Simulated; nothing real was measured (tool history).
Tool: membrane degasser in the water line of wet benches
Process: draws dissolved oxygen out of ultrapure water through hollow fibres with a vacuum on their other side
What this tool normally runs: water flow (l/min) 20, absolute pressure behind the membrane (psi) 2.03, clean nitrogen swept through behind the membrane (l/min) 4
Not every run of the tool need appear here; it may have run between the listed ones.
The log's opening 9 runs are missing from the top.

run	hour	water flow (l/min)	absolute pressure behind the membrane (psi)	clean nitrogen swept through behind the membrane (l/min)	dissolved oxygen in the water behind the degasser (ppb)	pressure that the water loses in the fibres (psi)
10	1098.8	20	2.03	4	251.4	10.163
11	1176.4	18	2.03	4	213.2	9.158
12	1250.5	18	2.03	4	206.8	9.23
13	1363.2	20	2.03	2.75	303.9	10.186
14	1462.7	20	2.03	1.67	403	10.245
15	1608.7	20	2.03	1.67	412.2	10.196
16	1754.5	20	2.03	1.67	411.1	10.196
17	1841.5	12	2.03	1.67	215.9	6.079
18	1910.9	12	2.03	1.67	221	6.144
19	2018	12	2.03	1.67	215.5	6.135
20	2175.7	17	4.76	7.75	242.6	8.736
21	2262.5	17	4.76	7.75	238.9	8.659
# hour 2276.4: vacuum gauge calibrated
22	2339.1	19	4.76	7.75	284.8	9.771
23	2450.1	19	3.19	7.75	222.4	9.677
24	2583.7	14	3.19	5.57	166.3	7.22
25	2721.8	14	3.19	5.57	169.6	7.188
26	2836.3	14	2	2.23	215.3	7.179
27	2947.6	21	2.03	10.35	192.9	10.839
28	3022.4	21	2.03	10.35	194.5	10.831
29	3143.9	20	1.8	4	235.6	10.292

Predict the results of run 30:
# hour 3205.8: vacuum gauge calibrated, once more
30	3231.1	13	2.03	4.01	?	?

{"run 30": {"dissolved oxygen in the water behind the degasser (ppb)": 127.4, "pressure that the water loses in the fibres (psi)": 6.753}}
Were there no unlogged condition in the tool, this run, its random variation unchanged, would have produced dissolved oxygen in the water behind the degasser (ppb) 119.7, pressure that the water loses in the fibres (psi) 6.566.

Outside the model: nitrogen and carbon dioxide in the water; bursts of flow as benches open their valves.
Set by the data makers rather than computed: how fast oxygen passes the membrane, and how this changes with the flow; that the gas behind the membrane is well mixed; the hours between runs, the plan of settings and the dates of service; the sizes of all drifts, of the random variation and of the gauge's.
